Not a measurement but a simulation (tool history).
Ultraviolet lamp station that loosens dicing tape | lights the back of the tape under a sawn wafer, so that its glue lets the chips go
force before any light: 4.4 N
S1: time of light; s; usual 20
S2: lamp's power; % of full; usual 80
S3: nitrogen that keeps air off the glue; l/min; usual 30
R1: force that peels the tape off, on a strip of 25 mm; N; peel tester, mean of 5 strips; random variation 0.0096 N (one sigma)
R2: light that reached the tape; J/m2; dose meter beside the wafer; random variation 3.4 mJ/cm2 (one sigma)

run 1 hour=0 | S1=20 S2=80 S3=30 | R1=0.754 R2=3710
run 2 hour=28.8 | S1=20 S2=80 S3=30 | R1=0.788 R2=3610
run 3 hour=49 | S1=20 S2=80 S3=30 | R1=0.812 R2=3560
-- hour=69.7 window cleaned of glue's vapour
run 4 hour=76.3 | S1=20 S2=63 S3=30 | R1=0.928 R2=3240
run 5 hour=97 | S1=20 S2=77 S3=30 | R1=0.716 R2=3860
run 6 hour=116.2 | S1=20 S2=80 S3=11 | R1=1.097 R2=3950
run 7 hour=131.9 | S1=20 S2=80 S3=11 | R1=1.068 R2=3860
-- hour=156.2 lamp changed
run 8 hour=156.7 | S1=20 S2=80 S3=11 | R1=0.719 R2=5240
run 9 hour=177.7 | S1=20 S2=80 S3=30 | R1=0.456 R2=5130
run 10 hour=209.4 | S1=20 S2=80 S3=30 | R1=0.468 R2=5030
run 11 hour=242.5 | S1=20 S2=80 S3=30 | R1=0.515 R2=4870
run 12 hour=272.5 | S1=20 S2=80 S3=30 | R1=0.522 R2=4710
run 13 hour=291.6 | S1=20 S2=80 S3=30 | R1=0.528 R2=4630
run 14 hour=313.1 | S1=20 S2=80 S3=30 | R1=0.584 R2=4560
run 15 hour=337.7 | S1=20 S2=92 S3=30 | R1=0.462 R2=5110
run 16 hour=366.7 | S1=20 S2=80 S3=25 | R1=0.653 R2=4350
-- hour=386 window cleaned of glue's vapour
run 17 hour=390.6 | S1=20 S2=80 S3=25 | R1=0.506 R2=5090
run 18 hour=415.1 | S1=20 S2=80 S3=30 | R1=0.474 R2=5040
run 19 hour=441.2 | S1=20 S2=80 S3=30 | R1=0.502 R2=4920
run 20 hour=460.6 | S1=20 S2=80 S3=30 | R1=0.521 R2=4850
run 21 hour=486.5 | S1=19 S2=80 S3=30 | R1=0.576 R2=4490
run 22 hour=513.1 | S1=19 S2=80 S3=30 | R1=0.571 R2=4390
run 23 hour=531.7 | S1=19 S2=80 S3=32 | R1=0.57 R2=4290
run 24 hour=548.8 | S1=15 S2=71 S3=57 | R1=0.838 R2=2960
run 25 hour=578.6 | S1=12 S2=71 S3=46 | R1=1.224 R2=2280
run 26 hour=601.4 | S1=14 S2=71 S3=9 | R1=1.79 R2=2680
run 27 hour=623.4 | S1=26 S2=92 S3=24 | R1=0.374 R2=6280
run 28 hour=647.3 | S1=26 S2=92 S3=24 | R1=0.391 R2=6080
run 29 hour=677.8 | S1=16 S2=73 S3=10 | R1=1.571 R2=2900
run 30 hour=695.5 | S1=25 S2=85 S3=9 | R1=0.838 R2=5200
-- hour=700.5 window cleaned of glue's vapour
run 31 hour=726.1 | S1=20 S2=86 S3=16 | R1=0.66 R2=4960
run 32 hour=740.9 | S1=36 S2=90 S3=30 | R1=0.228 R2=9290
run 33 hour=770.4 | S1=36 S2=90 S3=30 | R1=0.23 R2=8990
run 34 hour=791.2 | S1=25 S2=72 S3=14 | R1=0.744 R2=4920
run 35 hour=810.2 | S1=25 S2=72 S3=14 | R1=0.756 R2=4810
run 36 hour=835.3 | S1=14 S2=87 S3=14 | R1=1.29 R2=3210
run 37 hour=851.1 | S1=22 S2=80 S3=13 | R1=0.845 R2=4600
run 38 hour=878.9 | S1=26 S2=65 S3=30 | R1=0.622 R2=4300
run 39 hour=910.3 | S1=26 S2=65 S3=30 | R1=0.633 R2=4130
run 40 hour=934.9 | S1=35 S2=62 S3=30 | R1=0.471 R2=5190
run 41 hour=967.2 | S1=39 S2=95 S3=14 | R1=0.321 R2=8630
run 42 hour=996.8 | S1=39 S2=95 S3=15 | R1=0.336 R2=8220

Measured less the same run without the tool's hidden state. The same run-to-run variation is in both; the gauge's scatter may not be:
The hidden state here: lamp's light, % of a new lamp's; light that the window lets through, % of a clean one's; drift of the gauge itself on peel_n, %; drift of the gauge itself on dose_mj_cm2, %.
run=1 R1=+0.348 R2=-1820
run=2 R1=+0.381 R2=-1900
run=3 R1=+0.404 R2=-1980
run=4 R1=+0.337 R2=-1150
run=5 R1=+0.286 R2=-1470
run=6 R1=+0.418 R2=-1600
run=7 R1=+0.428 R2=-1660
run=8 R1=+0.06 R2=-310
run=9 R1=+0.051 R2=-400
run=10 R1=+0.07 R2=-540
run=11 R1=+0.096 R2=-680
run=12 R1=+0.115 R2=-810
run=13 R1=+0.13 R2=-900
run=14 R1=+0.153 R2=-990
run=15 R1=+0.131 R2=-1250
run=16 R1=+0.209 R2=-1220
run=17 R1=+0.061 R2=-420
run=18 R1=+0.07 R2=-540
run=19 R1=+0.09 R2=-650
run=20 R1=+0.102 R2=-730
run=21 R1=+0.131 R2=-780
run=22 R1=+0.148 R2=-890
run=23 R1=+0.156 R2=-950
run=24 R1=+0.234 R2=-720
run=25 R1=+0.328 R2=-630
run=26 R1=+0.403 R2=-800
run=27 R1=+0.113 R2=-2060
run=28 R1=+0.125 R2=-2190
run=29 R1=+0.49 R2=-1170
run=30 R1=+0.352 R2=-2200
run=31 R1=+0.163 R2=-980
run=32 R1=+0.019 R2=-1980
run=33 R1=+0.023 R2=-2210
run=34 R1=+0.231 R2=-1330
run=35 R1=+0.25 R2=-1420
run=36 R1=+0.387 R2=-1030
run=37 R1=+0.307 R2=-1570
run=38 R1=+0.246 R2=-1610
run=39 R1=+0.267 R2=-1740
run=40 R1=+0.188 R2=-2340
run=41 R1=+0.095 R2=-4280
run=42 R1=+0.103 R2=-4490

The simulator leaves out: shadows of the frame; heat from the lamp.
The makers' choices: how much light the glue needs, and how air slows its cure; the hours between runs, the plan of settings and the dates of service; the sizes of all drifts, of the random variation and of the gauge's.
